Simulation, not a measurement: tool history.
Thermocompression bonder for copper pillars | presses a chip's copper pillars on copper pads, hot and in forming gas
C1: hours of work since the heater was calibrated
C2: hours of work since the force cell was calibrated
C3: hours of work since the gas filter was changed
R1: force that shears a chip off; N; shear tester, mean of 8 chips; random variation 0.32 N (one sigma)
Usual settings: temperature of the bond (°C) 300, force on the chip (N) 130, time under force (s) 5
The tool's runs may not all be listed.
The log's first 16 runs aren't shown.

Run 17, hour 170: usual settings but force on the chip (N) 125; C1 713; C2 121; C3 271. Result: R1 94.5 N.
Run 18, hour 183: usual settings but temperature of the bond (°C) 276, force on the chip (N) 125; C1 719; C2 127; C3 277. Result: R1 71.3 N.
Run 19, hour 189.2: usual settings; C1 722; C2 130; C3 280. Result: R1 95.9 N.
Run 20, hour 197.5: usual settings; C1 726; C2 134; C3 284. Result: R1 95.9 N.
At hour 200.5: heater calibrated with a thermocouple chip.
Run 21, hour 208.2: usual settings but force on the chip (N) 119; C1 4; C2 138; C3 288. Result: R1 94.7 N.
Run 22, hour 217.2: usual settings but temperature of the bond (°C) 296, force on the chip (N) 144, time under force (s) 11; C1 8; C2 142; C3 293. Result: R1 117.3 N.
Run 23, hour 230.4: usual settings but time under force (s) 15; C1 14; C2 149; C3 299. Result: R1 120 N.
Run 24, hour 240.8: usual settings but temperature of the bond (°C) 323, time under force (s) 3; C1 19; C2 154; C3 304. Result: R1 106.2 N.
Run 25, hour 252.9: usual settings but temperature of the bond (°C) 323, force on the chip (N) 193, time under force (s) 4; C1 25; C2 159; C3 310. Result: R1 125.2 N.
At hour 265.3: heater calibrated with a thermocouple chip, once more.
Run 26, hour 265.7: usual settings but temperature of the bond (°C) 323, force on the chip (N) 193; C1 0; C2 164; C3 315. Result: R1 121.3 N.
Run 27, hour 277.9: usual settings but temperature of the bond (°C) 323, force on the chip (N) 193, time under force (s) 7; C1 6; C2 170; C3 320. Result: R1 125.1 N.
At hour 287: forming gas filter changed.
Run 28, hour 287.8: usual settings but temperature of the bond (°C) 323, force on the chip (N) 193, time under force (s) 7; C1 10; C2 175; C3 0. Result: R1 131.9 N.
Run 29, hour 298.2: usual settings; C1 15; C2 180; C3 5. Result: R1 89.7 N.
Run 30, hour 311.9: usual settings but temperature of the bond (°C) 319; C1 22; C2 186; C3 12. Result: R1 107.6 N.
Run 31, hour 323.1: usual settings but temperature of the bond (°C) 294; C1 27; C2 192; C3 17. Result: R1 83.8 N.
Run 32, hour 332.3: usual settings but temperature of the bond (°C) 294; C1 32; C2 196; C3 22. Result: R1 84.5 N.
Run 33, hour 338.5: usual settings but temperature of the bond (°C) 294; C1 35; C2 199; C3 24. Result: R1 83.9 N.
Run 34, hour 349.2: usual settings but temperature of the bond (°C) 307, force on the chip (N) 155, time under force (s) 3; C1 40; C2 204; C3 30. Result: R1 95.5 N.
Run 35, hour 355.3: usual settings but temperature of the bond (°C) 307, force on the chip (N) 155, time under force (s) 3; C1 42; C2 207; C3 32. Result: R1 95.1 N.
Run 36, hour 366.3: usual settings but temperature of the bond (°C) 313, time under force (s) 3; C1 48; C2 212; C3 38. Result: R1 89.3 N.
Run 37, hour 376.9: usual settings but temperature of the bond (°C) 313, force on the chip (N) 123, time under force (s) 11; C1 53; C2 217; C3 43. Result: R1 116.1 N.
Run 38, hour 385.9: usual settings but temperature of the bond (°C) 306, force on the chip (N) 150, time under force (s) 12; C1 57; C2 221; C3 47. Result: R1 121.8 N.
Run 39, hour 392.3: usual settings but temperature of the bond (°C) 317, force on the chip (N) 140; C1 60; C2 224; C3 50. Result: R1 109.8 N.

Forecast each of these 3 alternatives for the next run:
Run A, hour 398.2: usual settings but temperature of the bond (°C) 273, force on the chip (N) 88, time under force (s) 13; C1 63; C2 227; C3 53. Result: R1 ?.
Run B, hour 398.2: usual settings but time under force (s) 7; C1 63; C2 227; C3 53. Result: R1 ?.
Run C, hour 398.2: usual settings but temperature of the bond (°C) 317, force on the chip (N) 156; C1 63; C2 227; C3 53. Result: R1 ?.

run     R1
  A   61.2
  B   98.3
  C  115.3
Without the tool's hidden state the same runs would have given:
run     R1
  A     62
  B   99.6
  C  116.8

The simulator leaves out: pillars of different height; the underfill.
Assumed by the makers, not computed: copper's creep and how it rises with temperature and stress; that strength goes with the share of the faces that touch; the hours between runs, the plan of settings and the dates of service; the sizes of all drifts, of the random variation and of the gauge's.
